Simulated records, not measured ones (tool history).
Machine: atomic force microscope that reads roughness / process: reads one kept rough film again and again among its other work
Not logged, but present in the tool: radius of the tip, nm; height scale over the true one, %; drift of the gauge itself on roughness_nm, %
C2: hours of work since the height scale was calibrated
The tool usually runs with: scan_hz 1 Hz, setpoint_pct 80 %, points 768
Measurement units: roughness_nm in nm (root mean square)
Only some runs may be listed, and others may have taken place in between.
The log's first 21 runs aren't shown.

{"hour": 179.2, "done": "new tip fitted"}
{"run": 22, "hour": 179.5, "scan_hz": 1, "setpoint_pct": 76, "points": 768, "pictures with this tip": 0, "C2": 96, "roughness_nm": 4.703}
{"run": 23, "hour": 189.1, "scan_hz": 1, "setpoint_pct": 76, "points": 768, "pictures with this tip": 7, "C2": 100, "roughness_nm": 4.638}
{"run": 24, "hour": 197.6, "scan_hz": 1, "setpoint_pct": 89, "points": 768, "pictures with this tip": 13, "C2": 104, "roughness_nm": 4.239}
{"run": 25, "hour": 208.5, "scan_hz": 0.52, "setpoint_pct": 86, "points": 963, "pictures with this tip": 21, "C2": 108, "roughness_nm": 4.6}
{"run": 26, "hour": 220.5, "scan_hz": 3.93, "setpoint_pct": 86, "points": 963, "pictures with this tip": 30, "C2": 114, "roughness_nm": 3.042}
{"run": 27, "hour": 226.4, "scan_hz": 1.62, "setpoint_pct": 61, "points": 432, "pictures with this tip": 34, "C2": 116, "roughness_nm": 4.591}
{"run": 28, "hour": 235.8, "scan_hz": 2.83, "setpoint_pct": 73, "points": 640, "pictures with this tip": 41, "C2": 120, "roughness_nm": 3.963}
{"run": 29, "hour": 247.4, "scan_hz": 2.83, "setpoint_pct": 73, "points": 640, "pictures with this tip": 50, "C2": 125, "roughness_nm": 3.845}
{"run": 30, "hour": 253.0, "scan_hz": 2.83, "setpoint_pct": 73, "points": 640, "pictures with this tip": 54, "C2": 128, "roughness_nm": 3.852}
{"run": 31, "hour": 264.4, "scan_hz": 1.11, "setpoint_pct": 73, "points": 942, "pictures with this tip": 62, "C2": 133, "roughness_nm": 4.273}
{"run": 32, "hour": 274.2, "scan_hz": 1, "setpoint_pct": 60, "points": 785, "pictures with this tip": 70, "C2": 137, "roughness_nm": 4.443}
{"run": 33, "hour": 279.5, "scan_hz": 1.45, "setpoint_pct": 59, "points": 758, "pictures with this tip": 74, "C2": 140, "roughness_nm": 4.359}
{"run": 34, "hour": 286.0, "scan_hz": 1, "setpoint_pct": 55, "points": 282, "pictures with this tip": 78, "C2": 142, "roughness_nm": 4.43}
{"run": 35, "hour": 291.3, "scan_hz": 1, "setpoint_pct": 55, "points": 335, "pictures with this tip": 82, "C2": 145, "roughness_nm": 4.409}
{"run": 36, "hour": 300.0, "scan_hz": 3.15, "setpoint_pct": 69, "points": 583, "pictures with this tip": 89, "C2": 148, "roughness_nm": 3.691}
{"run": 37, "hour": 306.4, "scan_hz": 3.15, "setpoint_pct": 69, "points": 583, "pictures with this tip": 93, "C2": 151, "roughness_nm": 3.709}
{"run": 38, "hour": 318.5, "scan_hz": 1, "setpoint_pct": 60, "points": 947, "pictures with this tip": 102, "C2": 157, "roughness_nm": 4.224}
{"run": 39, "hour": 326.2, "scan_hz": 1.91, "setpoint_pct": 67, "points": 304, "pictures with this tip": 108, "C2": 160, "roughness_nm": 3.888}
{"run": 40, "hour": 333.8, "scan_hz": 1.24, "setpoint_pct": 64, "points": 900, "pictures with this tip": 114, "C2": 163, "roughness_nm": 4.078}
{"hour": 337.1, "done": "new tip fitted"}
{"run": 41, "hour": 341.0, "scan_hz": 2.79, "setpoint_pct": 80, "points": 768, "pictures with this tip": 3, "C2": 166, "roughness_nm": 3.84}
{"run": 42, "hour": 352.9, "scan_hz": 2.79, "setpoint_pct": 80, "points": 768, "pictures with this tip": 11, "C2": 171, "roughness_nm": 3.766}
{"run": 43, "hour": 363.5, "scan_hz": 2.79, "setpoint_pct": 80, "points": 768, "pictures with this tip": 19, "C2": 176, "roughness_nm": 3.767}
{"run": 44, "hour": 369.4, "scan_hz": 0.85, "setpoint_pct": 73, "points": 768, "pictures with this tip": 23, "C2": 179, "roughness_nm": 4.585}
{"run": 45, "hour": 378.6, "scan_hz": 0.63, "setpoint_pct": 64, "points": 768, "pictures with this tip": 30, "C2": 183, "roughness_nm": 4.735}

Predict each of these 5 candidate next runs independently; none follows another, all start after run 45:
{"run": "A", "hour": 390.6, "scan_hz": 0.63, "setpoint_pct": 69, "points": 539, "pictures with this tip": 39, "C2": 188, "roughness_nm": "?"}
{"run": "B", "hour": 390.6, "scan_hz": 1, "setpoint_pct": 80, "points": 519, "pictures with this tip": 39, "C2": 188, "roughness_nm": "?"}
{"run": "C", "hour": 390.6, "scan_hz": 1, "setpoint_pct": 57, "points": 409, "pictures with this tip": 39, "C2": 188, "roughness_nm": "?"}
{"run": "D", "hour": 390.6, "scan_hz": 0.63, "setpoint_pct": 64, "points": 492, "pictures with this tip": 39, "C2": 188, "roughness_nm": "?"}
{"run": "E", "hour": 390.6, "scan_hz": 1, "setpoint_pct": 58, "points": 768, "pictures with this tip": 39, "C2": 188, "roughness_nm": "?"}

run=A roughness_nm=4.628
run=B roughness_nm=4.332
run=C roughness_nm=4.647
run=D roughness_nm=4.633
run=E roughness_nm=4.651
With the hidden condition removed and each run's random variation left untouched, the same runs would have given:
run=A roughness_nm=4.954
run=B roughness_nm=4.637
run=C roughness_nm=4.974
run=D roughness_nm=4.959
run=E roughness_nm=4.978
